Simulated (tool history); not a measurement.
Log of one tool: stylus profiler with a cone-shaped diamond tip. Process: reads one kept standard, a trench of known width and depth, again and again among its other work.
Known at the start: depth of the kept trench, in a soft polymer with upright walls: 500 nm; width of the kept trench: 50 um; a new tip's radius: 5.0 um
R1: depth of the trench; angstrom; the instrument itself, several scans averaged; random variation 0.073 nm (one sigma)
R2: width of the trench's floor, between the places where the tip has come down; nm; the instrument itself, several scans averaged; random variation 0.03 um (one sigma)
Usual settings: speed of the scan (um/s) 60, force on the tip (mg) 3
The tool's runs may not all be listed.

{"run": 1, "day": 0.0, "speed of the scan (um/s)": 60, "force on the tip (mg)": 3, "R1": 5054.2, "R2": 44830}
{"run": 2, "day": 1.712, "speed of the scan (um/s)": 60, "force on the tip (mg)": 3, "R1": 5054.8, "R2": 44810}
{"run": 3, "day": 3.871, "speed of the scan (um/s)": 60, "force on the tip (mg)": 3, "R1": 5055.4, "R2": 44760}
{"run": 4, "day": 5.879, "speed of the scan (um/s)": 60, "force on the tip (mg)": 3, "R1": 5055.4, "R2": 44850}
{"run": 5, "day": 7.229, "speed of the scan (um/s)": 60, "force on the tip (mg)": 2.04, "R1": 5044, "R2": 44690}
{"run": 6, "day": 9.354, "speed of the scan (um/s)": 60, "force on the tip (mg)": 1.7, "R1": 5039, "R2": 44640}
{"run": 7, "day": 11.658, "speed of the scan (um/s)": 83, "force on the tip (mg)": 3, "R1": 5057.1, "R2": 44640}
{"run": 8, "day": 13.55, "speed of the scan (um/s)": 83, "force on the tip (mg)": 3, "R1": 5053.6, "R2": 44580}
{"run": 9, "day": 15.942, "speed of the scan (um/s)": 60, "force on the tip (mg)": 4.77, "R1": 5073.9, "R2": 44820}
{"run": 10, "day": 17.233, "speed of the scan (um/s)": 60, "force on the tip (mg)": 4.77, "R1": 5074, "R2": 44790}
{"run": 11, "day": 18.95, "speed of the scan (um/s)": 60, "force on the tip (mg)": 3, "R1": 5055.8, "R2": 44740}
{"run": 12, "day": 20.821, "speed of the scan (um/s)": 60, "force on the tip (mg)": 3, "R1": 5056.9, "R2": 44680}
{"run": 13, "day": 22.971, "speed of the scan (um/s)": 60, "force on the tip (mg)": 3, "R1": 5055.7, "R2": 44690}
{"run": 14, "day": 24.375, "speed of the scan (um/s)": 60, "force on the tip (mg)": 3, "R1": 5057.2, "R2": 44690}
{"run": 15, "day": 26.721, "speed of the scan (um/s)": 60, "force on the tip (mg)": 3, "R1": 5056.6, "R2": 44680}
{"run": 16, "day": 28.508, "speed of the scan (um/s)": 60, "force on the tip (mg)": 3, "R1": 5056.5, "R2": 44650}
{"run": 17, "day": 29.975, "speed of the scan (um/s)": 60, "force on the tip (mg)": 3, "R1": 5057.7, "R2": 44700}
{"run": 18, "day": 31.667, "speed of the scan (um/s)": 60, "force on the tip (mg)": 3, "R1": 5056.1, "R2": 44670}
{"run": 19, "day": 33.208, "speed of the scan (um/s)": 60, "force on the tip (mg)": 1.11, "R1": 5033.9, "R2": 44380}
{"run": 20, "day": 35.204, "speed of the scan (um/s)": 60, "force on the tip (mg)": 1.11, "R1": 5032.8, "R2": 44410}
{"run": 21, "day": 36.971, "speed of the scan (um/s)": 60, "force on the tip (mg)": 1.11, "R1": 5032.3, "R2": 44360}
{"run": 22, "day": 38.662, "speed of the scan (um/s)": 60, "force on the tip (mg)": 2.85, "R1": 5055.6, "R2": 44590}
{"run": 23, "day": 40.188, "speed of the scan (um/s)": 60, "force on the tip (mg)": 3, "R1": 5058.2, "R2": 44600}
{"run": 24, "day": 42.429, "speed of the scan (um/s)": 60, "force on the tip (mg)": 3, "R1": 5058.3, "R2": 44590}
{"run": 25, "day": 43.475, "speed of the scan (um/s)": 18, "force on the tip (mg)": 3, "R1": 5057.7, "R2": 44800}
{"run": 26, "day": 44.892, "speed of the scan (um/s)": 27, "force on the tip (mg)": 6.25, "R1": 5090.4, "R2": 44820}
{"run": 27, "day": 46.892, "speed of the scan (um/s)": 195, "force on the tip (mg)": 1.49, "R1": 5039.8, "R2": 43340}
{"run": 28, "day": 48.912, "speed of the scan (um/s)": 195, "force on the tip (mg)": 1.49, "R1": 5038.7, "R2": 43270}
{"run": 29, "day": 50.629, "speed of the scan (um/s)": 65, "force on the tip (mg)": 1.75, "R1": 5041.9, "R2": 44400}
{"run": 30, "day": 52.054, "speed of the scan (um/s)": 62, "force on the tip (mg)": 1.75, "R1": 5043.3, "R2": 44470}
{"run": 31, "day": 53.896, "speed of the scan (um/s)": 60, "force on the tip (mg)": 1.52, "R1": 5040.7, "R2": 44430}
{"run": 32, "day": 55.558, "speed of the scan (um/s)": 60, "force on the tip (mg)": 1.52, "R1": 5039.1, "R2": 44340}
{"run": 33, "day": 57.483, "speed of the scan (um/s)": 19, "force on the tip (mg)": 1.52, "R1": 5039.5, "R2": 44770}
{"run": 34, "day": 59.633, "speed of the scan (um/s)": 48, "force on the tip (mg)": 1.73, "R1": 5044.4, "R2": 44510}
{"run": 35, "day": 60.633, "speed of the scan (um/s)": 17, "force on the tip (mg)": 6.63, "R1": 5094.5, "R2": 44750}
{"run": 36, "day": 62.738, "speed of the scan (um/s)": 88, "force on the tip (mg)": 7.88, "R1": 5104.7, "R2": 44550}
{"run": 37, "day": 64.975, "speed of the scan (um/s)": 61, "force on the tip (mg)": 1.93, "R1": 5046.7, "R2": 44350}
{"run": 38, "day": 66.608, "speed of the scan (um/s)": 61, "force on the tip (mg)": 1.93, "R1": 5045.8, "R2": 44410}
{"run": 39, "day": 68.058, "speed of the scan (um/s)": 61, "force on the tip (mg)": 1.93, "R1": 5045.8, "R2": 44330}
{"run": 40, "day": 70.408, "speed of the scan (um/s)": 61, "force on the tip (mg)": 1.93, "R1": 5046.3, "R2": 44340}
{"run": 41, "day": 72.767, "speed of the scan (um/s)": 59, "force on the tip (mg)": 1.53, "R1": 5042.2, "R2": 44300}
{"run": 42, "day": 74.296, "speed of the scan (um/s)": 59, "force on the tip (mg)": 1.53, "R1": 5040.9, "R2": 44350}
{"run": 43, "day": 75.992, "speed of the scan (um/s)": 59, "force on the tip (mg)": 1.53, "R1": 5041.8, "R2": 44290}
{"run": 44, "day": 77.329, "speed of the scan (um/s)": 59, "force on the tip (mg)": 1.53, "R1": 5041.1, "R2": 44320}
{"run": 45, "day": 78.842, "speed of the scan (um/s)": 86, "force on the tip (mg)": 7.32, "R1": 5101.5, "R2": 44410}
{"run": 46, "day": 80.525, "speed of the scan (um/s)": 86, "force on the tip (mg)": 7.32, "R1": 5102.1, "R2": 44420}
{"run": 47, "day": 82.296, "speed of the scan (um/s)": 86, "force on the tip (mg)": 7.32, "R1": 5102.5, "R2": 44450}

Forecast each of these 3 alternatives for the next run:
{"run": "A", "day": 84.704, "speed of the scan (um/s)": 191, "force on the tip (mg)": 1.27, "R1": "?", "R2": "?"}
{"run": "B", "day": 84.704, "speed of the scan (um/s)": 235, "force on the tip (mg)": 7.32, "R1": "?", "R2": "?"}
{"run": "C", "day": 84.704, "speed of the scan (um/s)": 121, "force on the tip (mg)": 4.49, "R1": "?", "R2": "?"}

run=A R1=5038.3 R2=43030
run=B R1=5102.2 R2=43900
run=C R1=5076.5 R2=44130
Without the tool's hidden state the same runs would have given:
run=A R1=5028.8 R2=43940
run=B R1=5092.6 R2=44800
run=C R1=5067 R2=45040
